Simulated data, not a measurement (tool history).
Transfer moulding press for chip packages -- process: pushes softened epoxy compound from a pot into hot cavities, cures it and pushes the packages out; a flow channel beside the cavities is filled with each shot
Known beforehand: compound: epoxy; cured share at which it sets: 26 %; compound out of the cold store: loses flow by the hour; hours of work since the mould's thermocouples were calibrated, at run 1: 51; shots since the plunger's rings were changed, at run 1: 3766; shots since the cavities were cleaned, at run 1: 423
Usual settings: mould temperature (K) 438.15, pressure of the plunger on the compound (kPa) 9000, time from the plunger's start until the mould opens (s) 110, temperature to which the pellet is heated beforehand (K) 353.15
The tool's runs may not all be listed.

| run | hour | mould temperature (K) | pressure of the plunger on the compound (kPa) | time from the plunger's start until the mould opens (s) | temperature to which the pellet is heated beforehand (K) | hours of work since the mould's thermocouples were calibrated | shots since the plunger's rings were changed | shots since the cavities were cleaned | incoming compound's hours out of the cold store | length that the compound runs in the flow channel (mm) | greatest force on the pins that push the packages out (N) |
|---|---|---|---|---|---|---|---|---|---|---|---|
| 1 | 0.0 | 438.15 | 9000 | 110 | 353.15 | 51 | 3766 | 423 | 44.8 | 867 | 826 |
| 2 | 29.6 | 438.15 | 9000 | 110 | 355.15 | 70 | 4050 | 707 | 32.2 | 901 | 940 |
|  | 43.3 | cavities cleaned with cleaning compound and waxed |
| 3 | 50.4 | 438.15 | 9000 | 110 | 355.15 | 82 | 4234 | 68 | 29.3 | 908 | 567 |
| 4 | 77.6 | 438.15 | 9000 | 110 | 345.15 | 99 | 4494 | 328 | 30.2 | 901 | 736 |
| 5 | 102.9 | 438.15 | 9000 | 110 | 345.15 | 115 | 4736 | 570 | 29.1 | 900 | 925 |
|  | 131.5 | cavities cleaned with cleaning compound and waxed |
| 6 | 132.9 | 438.15 | 9000 | 99 | 353.15 | 133 | 5010 | 15 | 26.7 | 905 | 671 |
| 7 | 151.5 | 438.15 | 9000 | 99 | 353.15 | 144 | 5188 | 193 | 45.0 | 851 | 808 |
| 8 | 170.7 | 438.15 | 7440 | 110 | 353.15 | 156 | 5371 | 376 | 38.7 | 791 | 789 |
| 9 | 193.2 | 438.15 | 8270 | 110 | 353.15 | 170 | 5586 | 591 | 24.9 | 850 | 899 |
|  | 220.8 | cavities cleaned with cleaning compound and waxed |
| 10 | 229.9 | 438.15 | 8270 | 110 | 353.15 | 192 | 5923 | 87 | 37.8 | 821 | 545 |
| 11 | 255.2 | 438.15 | 8270 | 110 | 353.15 | 208 | 6165 | 329 | 31.7 | 830 | 751 |
|  | 260.5 | mould's thermocouples calibrated |
| 12 | 295.3 | 438.15 | 9000 | 110 | 351.15 | 22 | 6529 | 693 | 45.1 | 829 | 877 |
|  | 311.5 | cavities cleaned with cleaning compound and waxed |
|  | 333.4 | plunger's sealing rings changed |
| 13 | 333.4 | 438.15 | 9000 | 120 | 351.15 | 43 | 0 | 186 | 16.0 | 1012 | 577 |
|  | 348.8 | mould's thermocouples calibrated, once more |
| 14 | 366.6 | 438.15 | 9000 | 110 | 353.15 | 11 | 299 | 485 | 24.1 | 982 | 828 |
| 15 | 391.9 | 430.15 | 9000 | 148 | 350.15 | 27 | 541 | 727 | 32.4 | 1005 | 887 |
|  | 401.9 | cavities cleaned with cleaning compound and waxed |
| 16 | 423.8 | 430.15 | 8410 | 130 | 350.15 | 46 | 832 | 210 | 19.9 | 1003 | 886 |
| 17 | 452.3 | 430.15 | 8410 | 130 | 350.15 | 64 | 1104 | 482 | 8.7 | 1038 | 1100 |
| 18 | 485.1 | 430.15 | 8410 | 130 | 350.15 | 85 | 1418 | 796 | 42.4 | 924 | 1156 |
|  | 490.1 | cavities cleaned with cleaning compound and waxed |
| 19 | 508.5 | 432.15 | 7060 | 110 | 356.15 | 98 | 1627 | 176 | 42.0 | 840 | 946 |
| 20 | 526.0 | 432.15 | 7060 | 110 | 356.15 | 109 | 1795 | 344 | 40.7 | 834 | 1121 |
| 21 | 568.4 | 441.15 | 9080 | 94 | 353.15 | 136 | 2201 | 750 | 28.3 | 942 | 1057 |
|  | 578.9 | cavities cleaned with cleaning compound and waxed |
| 22 | 605.4 | 435.15 | 9240 | 94 | 353.15 | 158 | 2540 | 253 | 19.5 | 1004 | 1291 |
| 23 | 648.7 | 435.15 | 7700 | 144 | 351.15 | 185 | 2954 | 667 | 29.1 | 872 | 721 |
|  | 667.0 | cavities cleaned with cleaning compound and waxed |
| 24 | 682.5 | 438.15 | 9000 | 123 | 359.15 | 206 | 3263 | 148 | 44.3 | 882 | 511 |
| 25 | 714.9 | 443.15 | 8610 | 92 | 353.15 | 226 | 3573 | 458 | 28.4 | 888 | 844 |
| 26 | 748.9 | 443.15 | 8610 | 92 | 353.15 | 247 | 3899 | 784 | 30.1 | 874 | 941 |
|  | 756.4 | cavities cleaned with cleaning compound and waxed |
| 27 | 787.2 | 443.15 | 8380 | 136 | 355.15 | 270 | 4250 | 294 | 40.3 | 835 | 529 |

5 options for the next run, each taken on its own from the tool as it stands now. Forecast them:
| A | 808.9 | 440.15 | 10010 | 105 | 353.15 | 284 | 4458 | 502 | 43.6 | ? | ? |
| B | 808.9 | 438.15 | 9930 | 146 | 350.15 | 284 | 4458 | 502 | 38.1 | ? | ? |
| C | 808.9 | 440.15 | 9000 | 110 | 354.15 | 284 | 4458 | 502 | 26.5 | ? | ? |
| D | 808.9 | 438.15 | 9000 | 110 | 348.15 | 284 | 4458 | 502 | 45.8 | ? | ? |
| E | 808.9 | 436.15 | 9980 | 136 | 359.15 | 284 | 4458 | 502 | 46.0 | ? | ? |

| run | length that the compound runs in the flow channel (mm) | greatest force on the pins that push the packages out (N) |
|---|---|---|
| A | 906 | 762 |
| B | 932 | 634 |
| C | 909 | 750 |
| D | 871 | 823 |
| E | 921 | 685 |
Stripped of hidden state, with their random variation kept, the same runs would have yielded:
| run | length that the compound runs in the flow channel (mm) | greatest force on the pins that push the packages out (N) |
|---|---|---|
| A | 978 | 477 |
| B | 1006 | 387 |
| C | 981 | 467 |
| D | 939 | 515 |
| E | 994 | 425 |
